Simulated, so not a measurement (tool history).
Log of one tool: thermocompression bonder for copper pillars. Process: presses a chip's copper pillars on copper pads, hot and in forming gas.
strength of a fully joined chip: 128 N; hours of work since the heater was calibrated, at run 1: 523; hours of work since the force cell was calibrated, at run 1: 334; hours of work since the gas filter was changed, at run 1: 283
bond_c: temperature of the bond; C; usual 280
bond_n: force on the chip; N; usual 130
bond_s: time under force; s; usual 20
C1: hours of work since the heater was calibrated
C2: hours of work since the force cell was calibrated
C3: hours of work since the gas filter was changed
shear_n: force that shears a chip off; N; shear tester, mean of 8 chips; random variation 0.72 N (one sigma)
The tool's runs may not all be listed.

run 1 hour=0 | bond_c=280 bond_n=130 bond_s=20 | C1=523 C2=334 C3=283 | shear_n=57.8
run 2 hour=17.2 | bond_c=280 bond_n=130 bond_s=20 | C1=535 C2=347 C3=295 | shear_n=57.9
run 3 hour=27.1 | bond_c=280 bond_n=130 bond_s=20 | C1=542 C2=354 C3=302 | shear_n=59.9
run 4 hour=40.7 | bond_c=280 bond_n=79 bond_s=20 | C1=552 C2=363 C3=312 | shear_n=37.9
run 5 hour=50.5 | bond_c=294 bond_n=79 bond_s=20 | C1=559 C2=370 C3=319 | shear_n=44.8
run 6 hour=61.9 | bond_c=280 bond_n=82 bond_s=20 | C1=567 C2=378 C3=327 | shear_n=39
run 7 hour=78.9 | bond_c=280 bond_n=82 bond_s=20 | C1=579 C2=391 C3=339 | shear_n=39.4
run 8 hour=94.4 | bond_c=278 bond_n=130 bond_s=20 | C1=590 C2=402 C3=350 | shear_n=55.9
run 9 hour=104.4 | bond_c=278 bond_n=130 bond_s=20 | C1=597 C2=409 C3=357 | shear_n=57.7
run 10 hour=120.6 | bond_c=278 bond_n=130 bond_s=20 | C1=609 C2=420 C3=368 | shear_n=56.8
run 11 hour=128.9 | bond_c=283 bond_n=130 bond_s=24 | C1=615 C2=426 C3=374 | shear_n=65.4
run 12 hour=140.5 | bond_c=283 bond_n=130 bond_s=24 | C1=623 C2=434 C3=383 | shear_n=64.6
-- hour=143 force cell calibrated
-- hour=150.1 heater calibrated with a thermocouple chip
run 13 hour=154.2 | bond_c=280 bond_n=124 bond_s=20 | C1=3 C2=7 C3=390 | shear_n=51
run 14 hour=171.8 | bond_c=280 bond_n=124 bond_s=20 | C1=15 C2=19 C3=402 | shear_n=50.5

Forecast run 15:
-- hour=179.5 force cell calibrated, once more
run 15 hour=182.5 | bond_c=287 bond_n=118 bond_s=19 | C1=22 C2=2 C3=409 | shear_n=?

Run 15 gave shear_n 48.5 N.
Without the tool's hidden state the same run would have given shear_n 50 N.

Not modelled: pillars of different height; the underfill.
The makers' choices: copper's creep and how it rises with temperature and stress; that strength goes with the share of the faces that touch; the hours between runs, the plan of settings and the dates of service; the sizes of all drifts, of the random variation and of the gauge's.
